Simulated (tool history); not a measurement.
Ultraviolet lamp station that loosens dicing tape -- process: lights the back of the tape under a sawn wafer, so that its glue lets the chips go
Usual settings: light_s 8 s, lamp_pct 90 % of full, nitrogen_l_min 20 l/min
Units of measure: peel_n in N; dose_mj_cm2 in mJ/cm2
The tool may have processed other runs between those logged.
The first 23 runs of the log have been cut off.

run	hour	light_s	lamp_pct	nitrogen_l_min	hours of work of the lamp	hours of work since the window was cleaned	peel_n	dose_mj_cm2
24	492.3	8	90	20	627	83	0.137	198
25	519.9	8	90	20	643	98	0.139	198
26	541.9	13	68	20	655	111	0.108	236
27	560.1	13	68	20	666	121	0.105	236
28	577.0	8	78	15	675	131	0.239	166
29	598.8	8	78	15	688	144	0.268	160
30	613.9	13	95	20	697	152	0.058	319
31	630.0	16	64	38	706	161	0.057	259
32	649.5	13	70	27	717	172	0.088	228
33	671.6	13	70	27	730	185	0.077	227
34	690.8	6	81	18	740	196	0.421	121
35	709.3	6	81	18	751	207	0.431	117
36	733.6	5	81	31	765	221	0.473	98
37	761.2	8	76	15	781	236	0.330	144
38	779.1	8	76	15	791	247	0.352	145
39	800.1	11	93	34	803	259	0.067	233
40	823.6	11	93	34	816	272	0.082	232

Predict the results of run 41:
41	845.5	11	65	13	829	285	?	?

{"run 41": {"peel_n": 0.297, "dose_mj_cm2": 159}}
With no hidden state in the tool, this same run would have given peel_n 0.103 N, dose_mj_cm2 255 mJ/cm2.
